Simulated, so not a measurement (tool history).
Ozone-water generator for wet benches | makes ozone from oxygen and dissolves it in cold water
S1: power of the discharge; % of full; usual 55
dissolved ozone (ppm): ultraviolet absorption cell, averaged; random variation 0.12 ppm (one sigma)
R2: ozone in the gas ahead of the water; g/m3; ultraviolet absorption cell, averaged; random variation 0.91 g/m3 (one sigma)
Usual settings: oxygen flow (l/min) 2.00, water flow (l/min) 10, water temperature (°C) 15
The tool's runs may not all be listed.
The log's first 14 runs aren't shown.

-- hour=367.4 contactor cleaned
run 15 hour=371.2 | S1=55 oxygen_flow_(l/min)=2.00 water_flow_(l/min)=10 water_temperature_(°C)=15 | dissolved_ozone_(ppm)=11.3 R2=155.6
run 16 hour=399.5 | S1=77 oxygen_flow_(l/min)=2.00 water_flow_(l/min)=10 water_temperature_(°C)=15 | dissolved_ozone_(ppm)=14.6 R2=199.1
run 17 hour=421.5 | S1=77 oxygen_flow_(l/min)=2.00 water_flow_(l/min)=10 water_temperature_(°C)=15 | dissolved_ozone_(ppm)=14.4 R2=199.6
run 18 hour=459.0 | S1=77 oxygen_flow_(l/min)=2.00 water_flow_(l/min)=10 water_temperature_(°C)=15 | dissolved_ozone_(ppm)=14.5 R2=200.0
run 19 hour=490.3 | S1=56 oxygen_flow_(l/min)=2.00 water_flow_(l/min)=10 water_temperature_(°C)=15 | dissolved_ozone_(ppm)=11.3 R2=159.0
run 20 hour=508.5 | S1=56 oxygen_flow_(l/min)=2.00 water_flow_(l/min)=10 water_temperature_(°C)=15 | dissolved_ozone_(ppm)=11.5 R2=159.2
run 21 hour=533.7 | S1=76 oxygen_flow_(l/min)=2.91 water_flow_(l/min)=7 water_temperature_(°C)=11 | dissolved_ozone_(ppm)=20.4 R2=159.7
run 22 hour=561.2 | S1=73 oxygen_flow_(l/min)=2.91 water_flow_(l/min)=7 water_temperature_(°C)=11 | dissolved_ozone_(ppm)=19.6 R2=156.2
run 23 hour=576.5 | S1=73 oxygen_flow_(l/min)=2.91 water_flow_(l/min)=7 water_temperature_(°C)=11 | dissolved_ozone_(ppm)=19.5 R2=155.3
run 24 hour=613.0 | S1=60 oxygen_flow_(l/min)=1.38 water_flow_(l/min)=10 water_temperature_(°C)=13 | dissolved_ozone_(ppm)=11.7 R2=205.1
run 25 hour=628.5 | S1=60 oxygen_flow_(l/min)=1.38 water_flow_(l/min)=10 water_temperature_(°C)=13 | dissolved_ozone_(ppm)=11.6 R2=204.9
run 26 hour=650.3 | S1=84 oxygen_flow_(l/min)=2.00 water_flow_(l/min)=8 water_temperature_(°C)=15 | dissolved_ozone_(ppm)=18.7 R2=214.4
run 27 hour=670.0 | S1=84 oxygen_flow_(l/min)=2.00 water_flow_(l/min)=8 water_temperature_(°C)=15 | dissolved_ozone_(ppm)=18.4 R2=213.6
run 28 hour=701.3 | S1=84 oxygen_flow_(l/min)=2.99 water_flow_(l/min)=13 water_temperature_(°C)=15 | dissolved_ozone_(ppm)=12.7 R2=170.4
run 29 hour=737.9 | S1=55 oxygen_flow_(l/min)=2.68 water_flow_(l/min)=10 water_temperature_(°C)=15 | dissolved_ozone_(ppm)=11.2 R2=131.9
run 30 hour=775.6 | S1=75 oxygen_flow_(l/min)=2.68 water_flow_(l/min)=11 water_temperature_(°C)=18 | dissolved_ozone_(ppm)=12.8 R2=168.3
run 31 hour=811.4 | S1=55 oxygen_flow_(l/min)=3.12 water_flow_(l/min)=7 water_temperature_(°C)=15 | dissolved_ozone_(ppm)=14.7 R2=122.5
run 32 hour=828.1 | S1=55 oxygen_flow_(l/min)=3.12 water_flow_(l/min)=7 water_temperature_(°C)=15 | dissolved_ozone_(ppm)=14.8 R2=123.5
-- hour=842.7 gauge calibrated
run 33 hour=852.6 | S1=66 oxygen_flow_(l/min)=2.00 water_flow_(l/min)=10 water_temperature_(°C)=15 | dissolved_ozone_(ppm)=13.1 R2=175.7

Forecast each of these 4 alternatives for the next run:
run A hour=869.5 | S1=66 oxygen_flow_(l/min)=1.25 water_flow_(l/min)=7 water_temperature_(°C)=8 | dissolved_ozone_(ppm)=? R2=?
run B hour=869.5 | S1=72 oxygen_flow_(l/min)=2.76 water_flow_(l/min)=10 water_temperature_(°C)=15 | dissolved_ozone_(ppm)=? R2=?
run C hour=869.5 | S1=66 oxygen_flow_(l/min)=2.86 water_flow_(l/min)=10 water_temperature_(°C)=21 | dissolved_ozone_(ppm)=? R2=?
run D hour=869.5 | S1=55 oxygen_flow_(l/min)=2.00 water_flow_(l/min)=14 water_temperature_(°C)=10 | dissolved_ozone_(ppm)=? R2=?

run=A dissolved_ozone_(ppm)=18.5 R2=228.0
run=B dissolved_ozone_(ppm)=14.0 R2=157.2
run=C dissolved_ozone_(ppm)=11.8 R2=145.0
run=D dissolved_ozone_(ppm)=8.6 R2=153.3
Without the tool's hidden state the same runs would have given:
run=A dissolved_ozone_(ppm)=18.5 R2=227.8
run=B dissolved_ozone_(ppm)=14.0 R2=157.1
run=C dissolved_ozone_(ppm)=11.8 R2=144.9
run=D dissolved_ozone_(ppm)=8.6 R2=153.2
